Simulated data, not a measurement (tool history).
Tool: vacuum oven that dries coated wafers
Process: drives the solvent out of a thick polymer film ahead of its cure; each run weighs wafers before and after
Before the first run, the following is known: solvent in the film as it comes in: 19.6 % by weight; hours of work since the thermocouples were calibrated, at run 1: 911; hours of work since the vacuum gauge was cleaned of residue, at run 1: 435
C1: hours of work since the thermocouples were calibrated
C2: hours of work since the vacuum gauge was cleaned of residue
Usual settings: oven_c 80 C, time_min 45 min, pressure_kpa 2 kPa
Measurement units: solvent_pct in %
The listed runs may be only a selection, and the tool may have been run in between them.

{"run": 1, "day": 0.0, "oven_c": 80, "time_min": 45, "pressure_kpa": 2, "C1": 911, "C2": 435, "solvent_pct": 2.65}
{"run": 2, "day": 0.525, "oven_c": 80, "time_min": 45, "pressure_kpa": 2, "C1": 918, "C2": 442, "solvent_pct": 2.61}
{"run": 3, "day": 0.992, "oven_c": 80, "time_min": 45, "pressure_kpa": 2, "C1": 924, "C2": 448, "solvent_pct": 2.58}
{"run": 4, "day": 1.5, "oven_c": 80, "time_min": 45, "pressure_kpa": 2, "C1": 931, "C2": 455, "solvent_pct": 2.57}
{"run": 5, "day": 2.104, "oven_c": 80, "time_min": 45, "pressure_kpa": 2, "C1": 939, "C2": 463, "solvent_pct": 2.58}
{"run": 6, "day": 2.908, "oven_c": 80, "time_min": 45, "pressure_kpa": 2, "C1": 949, "C2": 473, "solvent_pct": 2.63}
{"run": 7, "day": 3.55, "oven_c": 95, "time_min": 45, "pressure_kpa": 2, "C1": 958, "C2": 482, "solvent_pct": 0.57}
{"run": 8, "day": 4.221, "oven_c": 80, "time_min": 45, "pressure_kpa": 2, "C1": 966, "C2": 490, "solvent_pct": 2.59}
{"run": 9, "day": 5.012, "oven_c": 80, "time_min": 57, "pressure_kpa": 2, "C1": 977, "C2": 501, "solvent_pct": 1.74}
{"run": 10, "day": 5.804, "oven_c": 80, "time_min": 59, "pressure_kpa": 2, "C1": 987, "C2": 511, "solvent_pct": 1.7}
{"run": 11, "day": 6.575, "oven_c": 80, "time_min": 59, "pressure_kpa": 2, "C1": 997, "C2": 521, "solvent_pct": 1.65}
{"run": 12, "day": 7.138, "oven_c": 80, "time_min": 24, "pressure_kpa": 2, "C1": 1004, "C2": 528, "solvent_pct": 5.8}
{"run": 13, "day": 7.858, "oven_c": 80, "time_min": 45, "pressure_kpa": 2, "C1": 1014, "C2": 538, "solvent_pct": 2.61}
{"run": 14, "day": 8.483, "oven_c": 80, "time_min": 45, "pressure_kpa": 2, "C1": 1022, "C2": 546, "solvent_pct": 2.61}
{"run": 15, "day": 8.883, "oven_c": 80, "time_min": 45, "pressure_kpa": 5.48, "C1": 1027, "C2": 551, "solvent_pct": 3.57}
{"run": 16, "day": 9.262, "oven_c": 66, "time_min": 45, "pressure_kpa": 6, "C1": 1032, "C2": 556, "solvent_pct": 8.42}
{"run": 17, "day": 10.067, "oven_c": 92, "time_min": 45, "pressure_kpa": 2, "C1": 1043, "C2": 567, "solvent_pct": 0.8}
{"run": 18, "day": 10.871, "oven_c": 94, "time_min": 37, "pressure_kpa": 4.88, "C1": 1053, "C2": 577, "solvent_pct": 1.43}
{"run": 19, "day": 11.562, "oven_c": 83, "time_min": 30, "pressure_kpa": 1.07, "C1": 1062, "C2": 586, "solvent_pct": 3.52}
{"run": 20, "day": 12.338, "oven_c": 95, "time_min": 25, "pressure_kpa": 1.88, "C1": 1072, "C2": 596, "solvent_pct": 1.75}
{"run": 21, "day": 12.979, "oven_c": 65, "time_min": 39, "pressure_kpa": 1.9, "C1": 1081, "C2": 605, "solvent_pct": 7.89}
{"run": 22, "day": 13.633, "oven_c": 70, "time_min": 45, "pressure_kpa": 1.24, "C1": 1089, "C2": 613, "solvent_pct": 5.26}
{"run": 23, "day": 14.388, "oven_c": 70, "time_min": 26, "pressure_kpa": 1.24, "C1": 1099, "C2": 623, "solvent_pct": 8.26}
{"run": 24, "day": 14.825, "oven_c": 70, "time_min": 38, "pressure_kpa": 2.46, "C1": 1105, "C2": 629, "solvent_pct": 6.57}
{"run": 25, "day": 15.204, "oven_c": 87, "time_min": 38, "pressure_kpa": 2.46, "C1": 1110, "C2": 634, "solvent_pct": 1.86}
{"run": 26, "day": 15.671, "oven_c": 87, "time_min": 38, "pressure_kpa": 2.46, "C1": 1116, "C2": 640, "solvent_pct": 1.92}
{"run": 27, "day": 16.004, "oven_c": 92, "time_min": 24, "pressure_kpa": 1.04, "C1": 1120, "C2": 644, "solvent_pct": 2.26}
{"run": 28, "day": 16.396, "oven_c": 69, "time_min": 61, "pressure_kpa": 1.33, "C1": 1125, "C2": 649, "solvent_pct": 3.95}
{"run": 29, "day": 17.025, "oven_c": 68, "time_min": 26, "pressure_kpa": 2.33, "C1": 1133, "C2": 657, "solvent_pct": 9.19}

Each row is a separate what-if for the run after 29, all from the same tool condition, not one after another. Results?
{"run": "A", "day": 17.746, "oven_c": 71, "time_min": 66, "pressure_kpa": 2.33, "C1": 1143, "C2": 667, "solvent_pct": "?"}
{"run": "B", "day": 17.746, "oven_c": 81, "time_min": 27, "pressure_kpa": 6.09, "C1": 1143, "C2": 667, "solvent_pct": "?"}
{"run": "C", "day": 17.746, "oven_c": 93, "time_min": 74, "pressure_kpa": 2.33, "C1": 1143, "C2": 667, "solvent_pct": "?"}
{"run": "D", "day": 17.746, "oven_c": 95, "time_min": 26, "pressure_kpa": 2.33, "C1": 1143, "C2": 667, "solvent_pct": "?"}
{"run": "E", "day": 17.746, "oven_c": 84, "time_min": 77, "pressure_kpa": 3.37, "C1": 1143, "C2": 667, "solvent_pct": "?"}

run=A solvent_pct=3.37
run=B solvent_pct=5.78
run=C solvent_pct=0.47
run=D solvent_pct=1.7
run=E solvent_pct=1.05
Without the tool's hidden state the same runs would have given:
run=A solvent_pct=3.4
run=B solvent_pct=5.81
run=C solvent_pct=0.47
run=D solvent_pct=1.72
run=E solvent_pct=1.05

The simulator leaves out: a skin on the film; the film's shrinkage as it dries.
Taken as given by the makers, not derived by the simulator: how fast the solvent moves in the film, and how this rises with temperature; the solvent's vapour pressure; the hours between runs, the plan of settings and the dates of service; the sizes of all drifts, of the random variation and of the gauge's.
